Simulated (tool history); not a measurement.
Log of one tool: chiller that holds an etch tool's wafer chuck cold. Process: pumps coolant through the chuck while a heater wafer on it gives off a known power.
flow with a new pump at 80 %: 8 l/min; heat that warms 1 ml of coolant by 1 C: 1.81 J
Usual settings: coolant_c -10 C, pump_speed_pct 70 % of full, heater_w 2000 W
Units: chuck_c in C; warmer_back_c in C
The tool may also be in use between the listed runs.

| run | hour | coolant_c | pump_speed_pct | heater_w | chuck_c | warmer_back_c |
|---|---|---|---|---|---|---|
| 1 | 0.0 | -10 | 70 | 2000 | 20.2 | 9.89 |
| 2 | 173.7 | -10 | 70 | 2123 | 22.4 | 10.49 |
| 3 | 305.2 | -10 | 70 | 2123 | 22.6 | 10.61 |
| 4 | 415.4 | -10 | 70 | 2000 | 21.2 | 9.93 |
|  | 428.5 | chiller's thermometer calibrated |
| 5 | 546.9 | -10 | 70 | 1102 | 6.5 | 5.51 |
| 6 | 665.1 | -10 | 70 | 1102 | 6.5 | 5.51 |
| 7 | 806.0 | -10 | 70 | 1102 | 6.7 | 5.59 |
| 8 | 917.9 | -10 | 70 | 1102 | 7.1 | 5.48 |
|  | 935.4 | coolant pump overhauled |
| 9 | 1010.2 | -10 | 70 | 1102 | 7.2 | 5.59 |

The next listed run, before its measurement:
| 10 | 1148.4 | -10 | 70 | 1102 | ? | ? |

{"run 10": {"chuck_c": 7.3, "warmer_back_c": 5.57}}
Without the tool's hidden state the same run would have given chuck_c 4.5 C, warmer_back_c 5.12 C.

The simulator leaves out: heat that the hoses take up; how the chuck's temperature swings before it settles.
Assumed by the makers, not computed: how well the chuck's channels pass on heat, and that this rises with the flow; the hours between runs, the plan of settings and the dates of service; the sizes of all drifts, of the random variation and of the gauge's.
